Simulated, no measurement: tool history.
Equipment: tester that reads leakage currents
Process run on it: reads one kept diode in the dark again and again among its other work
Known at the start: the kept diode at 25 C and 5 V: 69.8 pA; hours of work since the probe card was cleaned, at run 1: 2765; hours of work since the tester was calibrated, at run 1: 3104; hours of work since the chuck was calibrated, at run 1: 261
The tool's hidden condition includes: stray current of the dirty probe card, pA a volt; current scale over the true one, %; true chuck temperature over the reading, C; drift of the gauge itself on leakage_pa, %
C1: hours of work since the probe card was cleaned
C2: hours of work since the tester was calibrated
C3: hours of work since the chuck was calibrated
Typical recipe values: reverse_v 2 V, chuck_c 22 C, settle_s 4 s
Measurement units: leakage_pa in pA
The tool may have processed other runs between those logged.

run 1 day=0 | reverse_v=2 chuck_c=22 settle_s=4 | C1=2765 C2=3104 C3=261 | leakage_pa=35.4
run 2 day=4.917 | reverse_v=2 chuck_c=22 settle_s=4 | C1=2817 C2=3156 C3=313 | leakage_pa=35.54
run 3 day=11.829 | reverse_v=2 chuck_c=22 settle_s=0.84 | C1=2890 C2=3229 C3=386 | leakage_pa=35.89
run 4 day=17.162 | reverse_v=2 chuck_c=26 settle_s=0.84 | C1=2947 C2=3286 C3=443 | leakage_pa=48.6
run 5 day=24.796 | reverse_v=2 chuck_c=26 settle_s=0.84 | C1=3028 C2=3367 C3=523 | leakage_pa=48.61
-- day=29.825 probe card cleaned and baked
run 6 day=31.921 | reverse_v=2 chuck_c=26 settle_s=0.84 | C1=22 C2=3441 C3=597 | leakage_pa=48.68
run 7 day=35.079 | reverse_v=1.03 chuck_c=26 settle_s=0.84 | C1=56 C2=3474 C3=631 | leakage_pa=34.99
run 8 day=41.038 | reverse_v=1.03 chuck_c=26 settle_s=0.84 | C1=119 C2=3537 C3=694 | leakage_pa=34.89
run 9 day=46.158 | reverse_v=2 chuck_c=22 settle_s=4 | C1=173 C2=3591 C3=748 | leakage_pa=35.4
run 10 day=52.729 | reverse_v=2 chuck_c=22 settle_s=4 | C1=242 C2=3661 C3=818 | leakage_pa=35.57
run 11 day=57.946 | reverse_v=2 chuck_c=22 settle_s=4 | C1=297 C2=3716 C3=873 | leakage_pa=35.34
-- day=60.908 chuck's temperature calibrated
run 12 day=62.65 | reverse_v=2 chuck_c=22 settle_s=4 | C1=346 C2=3765 C3=18 | leakage_pa=35.57
run 13 day=68 | reverse_v=2 chuck_c=22 settle_s=4.85 | C1=403 C2=3821 C3=75 | leakage_pa=35.31
run 14 day=71.417 | reverse_v=2 chuck_c=22 settle_s=1.32 | C1=439 C2=3858 C3=111 | leakage_pa=35.57
run 15 day=75.592 | reverse_v=2 chuck_c=22 settle_s=4 | C1=483 C2=3902 C3=155 | leakage_pa=35.26
run 16 day=80.979 | reverse_v=2 chuck_c=22 settle_s=4 | C1=540 C2=3959 C3=212 | leakage_pa=35.15
run 17 day=85.962 | reverse_v=2 chuck_c=22 settle_s=4 | C1=593 C2=4011 C3=265 | leakage_pa=35.57
run 18 day=90.442 | reverse_v=2 chuck_c=25 settle_s=4 | C1=640 C2=4059 C3=312 | leakage_pa=44.72
run 19 day=95.521 | reverse_v=2 chuck_c=25 settle_s=4 | C1=694 C2=4113 C3=366 | leakage_pa=44.77
run 20 day=101.958 | reverse_v=2 chuck_c=22 settle_s=4 | C1=762 C2=4181 C3=434 | leakage_pa=35.69
run 21 day=105.562 | reverse_v=1.36 chuck_c=22 settle_s=2.24 | C1=800 C2=4219 C3=472 | leakage_pa=29.4
run 22 day=112.808 | reverse_v=1.2 chuck_c=24 settle_s=6.04 | C1=877 C2=4295 C3=549 | leakage_pa=32.05
run 23 day=116.221 | reverse_v=9.99 chuck_c=24 settle_s=1.26 | C1=913 C2=4332 C3=585 | leakage_pa=92.07
run 24 day=119.842 | reverse_v=1.32 chuck_c=21 settle_s=0.37 | C1=951 C2=4370 C3=623 | leakage_pa=27.16
run 25 day=122.996 | reverse_v=1.32 chuck_c=21 settle_s=0.37 | C1=985 C2=4403 C3=657 | leakage_pa=27.43
run 26 day=128.462 | reverse_v=1.04 chuck_c=25 settle_s=0.72 | C1=1043 C2=4461 C3=715 | leakage_pa=32.65
run 27 day=133.946 | reverse_v=1.04 chuck_c=25 settle_s=0.72 | C1=1101 C2=4519 C3=773 | leakage_pa=32.4
run 28 day=138.588 | reverse_v=1.04 chuck_c=25 settle_s=0.72 | C1=1150 C2=4568 C3=822 | leakage_pa=32.5
run 29 day=141.979 | reverse_v=12.24 chuck_c=22 settle_s=7.4 | C1=1186 C2=4604 C3=858 | leakage_pa=86.47
-- day=146.438 chuck's temperature calibrated
run 30 day=147.25 | reverse_v=3.74 chuck_c=29 settle_s=0.85 | C1=1240 C2=4659 C3=9 | leakage_pa=82.66
run 31 day=154.596 | reverse_v=6.78 chuck_c=22 settle_s=4 | C1=1318 C2=4737 C3=86 | leakage_pa=64.72
run 32 day=160.938 | reverse_v=2.82 chuck_c=22 settle_s=0.73 | C1=1385 C2=4804 C3=153 | leakage_pa=42.45
run 33 day=167.196 | reverse_v=2 chuck_c=40 settle_s=4 | C1=1451 C2=4870 C3=220 | leakage_pa=133.1
run 34 day=171.142 | reverse_v=17.14 chuck_c=35 settle_s=4 | C1=1493 C2=4912 C3=261 | leakage_pa=267.51
run 35 day=177.55 | reverse_v=1.38 chuck_c=33 settle_s=5.07 | C1=1561 C2=4979 C3=329 | leakage_pa=68.04
run 36 day=181.404 | reverse_v=2.7 chuck_c=42 settle_s=1.57 | C1=1602 C2=5020 C3=370 | leakage_pa=176.45
run 37 day=186.729 | reverse_v=6.34 chuck_c=22 settle_s=0.37 | C1=1658 C2=5077 C3=426 | leakage_pa=65.14
run 38 day=192.65 | reverse_v=2 chuck_c=39 settle_s=4.38 | C1=1721 C2=5139 C3=489 | leakage_pa=124.02
run 39 day=198.417 | reverse_v=12.19 chuck_c=37 settle_s=2.39 | C1=1782 C2=5200 C3=550 | leakage_pa=261.46

Describe how what the log doesn't record of the tool's condition differs between the last listed run preceding each entry between runs and the first listed run following it.
Between runs 5 and 6: probe card cleaned and baked (day 29.825)
  stray current of the dirty probe card, pA a volt: 0.034 -> 0.02
Between runs 11 and 12: chuck's temperature calibrated (day 60.908)
  stray current of the dirty probe card, pA a volt: 0.021 -> 0.022; true chuck temperature over the reading, C: -0.01 -> 0
Between runs 29 and 30: chuck's temperature calibrated (day 146.438)
  true chuck temperature over the reading, C: -0.01 -> 0
